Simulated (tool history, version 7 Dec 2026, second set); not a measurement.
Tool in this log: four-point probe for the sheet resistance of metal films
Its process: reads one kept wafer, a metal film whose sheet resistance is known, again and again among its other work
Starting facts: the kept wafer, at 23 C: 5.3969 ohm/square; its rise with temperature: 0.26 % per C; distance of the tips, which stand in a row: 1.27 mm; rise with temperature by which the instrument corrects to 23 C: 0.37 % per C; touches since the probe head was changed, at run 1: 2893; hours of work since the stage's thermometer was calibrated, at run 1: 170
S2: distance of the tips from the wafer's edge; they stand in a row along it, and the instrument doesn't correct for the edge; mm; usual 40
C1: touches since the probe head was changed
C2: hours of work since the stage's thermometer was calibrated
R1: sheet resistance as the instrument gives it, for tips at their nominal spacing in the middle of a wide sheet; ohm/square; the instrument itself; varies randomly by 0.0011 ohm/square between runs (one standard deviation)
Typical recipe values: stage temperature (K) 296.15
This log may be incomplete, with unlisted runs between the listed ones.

Run 1, hour 0.0: usual settings; C1 2893; C2 170. Result: R1 5.378198 ohm/square.
Run 2, hour 8.3: usual settings; C1 3386; C2 176. Result: R1 5.379598 ohm/square.
Run 3, hour 17.1: usual settings but stage temperature (K) 305.15; C1 3907; C2 182. Result: R1 5.326673 ohm/square.
Run 4, hour 27.8: usual settings but stage temperature (K) 305.15; C1 4545; C2 189. Result: R1 5.327362 ohm/square.
Run 5, hour 41.9: usual settings but stage temperature (K) 305.15; C1 5384; C2 199. Result: R1 5.324250 ohm/square.
At hour 43.3: stage's thermometer calibrated.
Run 6, hour 60.1: usual settings but stage temperature (K) 305.15; C1 6430; C2 11. Result: R1 5.325377 ohm/square.
Run 7, hour 69.5: usual settings but stage temperature (K) 299.15, S2 26 mm; C1 6991; C2 18. Result: R1 5.361914 ohm/square.
Run 8, hour 87.9: usual settings but stage temperature (K) 299.15, S2 26 mm; C1 8083; C2 30. Result: R1 5.362525 ohm/square.
Run 9, hour 99.7: usual settings but stage temperature (K) 295.15, S2 4 mm; C1 8785; C2 38. Result: R1 5.656741 ohm/square.
Run 10, hour 117.8: usual settings but stage temperature (K) 304.15, S2 9 mm; C1 9858; C2 50. Result: R1 5.384630 ohm/square.
Run 11, hour 127.3: usual settings but stage temperature (K) 294.15, S2 12 mm; C1 10423; C2 57. Result: R1 5.417374 ohm/square.

Each row is a separate what-if for the run after 11, all from the same tool condition, not one after another. Results?
Run A, hour 144.8: usual settings but stage temperature (K) 294.15, S2 22 mm; C1 11462; C2 68. Result: R1 ?.
Run B, hour 144.8: usual settings but stage temperature (K) 294.15, S2 7 mm; C1 11462; C2 68. Result: R1 ?.
Run C, hour 144.8: usual settings but stage temperature (K) 293.15, S2 51 mm; C1 11462; C2 68. Result: R1 ?.
Run D, hour 144.8: usual settings but stage temperature (K) 301.15, S2 12 mm; C1 11462; C2 68. Result: R1 ?.
Run E, hour 144.8: usual settings but stage temperature (K) 294.15, S2 7 mm; C1 11462; C2 68. Result: R1 ?.

run        R1
  A  5.393516
  B  5.480180
  C  5.395247
  D  5.374278
  E  5.480215
Without the tool's unlogged condition, the same runs would have read:
run        R1
  A  5.417076
  B  5.504093
  C  5.418823
  D  5.397707
  E  5.504128

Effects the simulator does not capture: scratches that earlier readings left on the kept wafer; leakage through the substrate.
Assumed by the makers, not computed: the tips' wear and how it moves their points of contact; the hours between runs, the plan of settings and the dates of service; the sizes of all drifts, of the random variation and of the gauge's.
